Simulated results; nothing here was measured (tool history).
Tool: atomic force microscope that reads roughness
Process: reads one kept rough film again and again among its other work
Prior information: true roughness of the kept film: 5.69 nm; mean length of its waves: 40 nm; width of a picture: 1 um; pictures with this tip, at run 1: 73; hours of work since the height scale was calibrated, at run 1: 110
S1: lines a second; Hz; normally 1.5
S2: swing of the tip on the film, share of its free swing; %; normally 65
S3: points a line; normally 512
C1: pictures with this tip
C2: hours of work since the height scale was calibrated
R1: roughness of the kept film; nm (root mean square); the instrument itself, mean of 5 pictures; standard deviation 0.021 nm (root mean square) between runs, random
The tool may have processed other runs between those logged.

run   hour    S1  S2   S3   C1   C2     R1
  1      0   1.5  65  512   73  110  4.513
  2   18.8   1.5  65  320  106  121  4.251
  3   40.4   1.5  65  512  143  134  4.047
  4   64.6   0.6  65  512  185  148  3.997
  5   88.7   0.6  65  512  227  162  3.807
      97.5  -- new tip fitted
  6  106.5   0.6  65  512   15  172   4.97
  7  123.4   0.6  65  512   45  182  4.728
  8    143   0.6  65  512   79  194  4.538
  9  167.1   0.6  65  512  121  208  4.301
 10  185.3   1.5  65  512  152  219    4.1
 11    203   1.5  65  512  183  229  3.955
 12  222.2   1.5  58  512  217  241  3.852
     234.7  -- new tip fitted
 13  239.9  1.73  58  512    9  251   4.93
 14  253.8   1.5  65  905   33  259   4.72
       257  -- height scale calibrated on a step standard
 15  270.2   1.5  65  905   60    8  4.631
 16  295.5   1.5  65  905  104   23  4.372
 17  324.3   1.5  83  512  154   40  3.905
 18  347.7  1.29  90  264  195   54  3.663
 19  369.1  1.54  56  264  232   66  3.767
     372.9  -- height scale calibrated on a step standard, once more
     375.2  -- new tip fitted
 20  384.5  3.49  78  867   16    7  4.435
 21  405.4  3.23  66  802   52   19  4.515
 22  420.9  0.65  89  407   79   28   4.43
 23    443   0.8  73  404  118   41  4.281
 24  456.3  1.19  65  402  141   49  4.188
 25    470  1.19  65  402  165   57  4.059
 26  486.6  0.61  79  402  194   67  3.938
 27    511   1.5  61  512  236   81  3.781
     513.8  -- new tip fitted
 28  538.2   1.5  61  512   43   97  4.702
 29  551.8   1.5  61  512   66  105  4.602
 30    567  1.99  65  512   93  114   4.35
 31    585  1.99  65  512  124  125  4.215
 32  610.3  1.99  63  797  168  140  4.049
 33  628.4  1.99  63  797  200  151  3.897

How the hidden state differs across the entries between the runs, from the last listed run before each to the first after it:
Between runs 5 and 6: new tip fitted (hour 97.5)
  radius of the tip, nm: 33.2 -> 9.2; height scale over the true one, %: -0.33 -> -0.35
  measured minus no-state result, R1: -1.292 -> -0.156 nm (root mean square)
Between runs 12 and 13: new tip fitted (hour 234.7)
  radius of the tip, nm: 31.6 -> 8.4; height scale over the true one, %: -0.45 -> -0.46
  measured minus no-state result, R1: -1.233 -> -0.113 nm (root mean square)
Between runs 14 and 15: height scale calibrated on a step standard (hour 257)
  radius of the tip, nm: 10.9 -> 13.8; height scale over the true one, %: -0.47 -> -0.71
  measured minus no-state result, R1: -0.256 -> -0.439 nm (root mean square)
Between runs 19 and 20: height scale calibrated on a step standard, once more (hour 372.9); new tip fitted (hour 375.2)
  radius of the tip, nm: 32.8 -> 9.1; height scale over the true one, %: -0.8 -> -0.01
  measured minus no-state result, R1: -1.282 -> -0.121 nm (root mean square)
Between runs 27 and 28: new tip fitted (hour 513.8)
  radius of the tip, nm: 33.5 -> 12.5; height scale over the true one, %: -0.12 -> -0.15
  measured minus no-state result, R1: -1.285 -> -0.336 nm (root mean square)
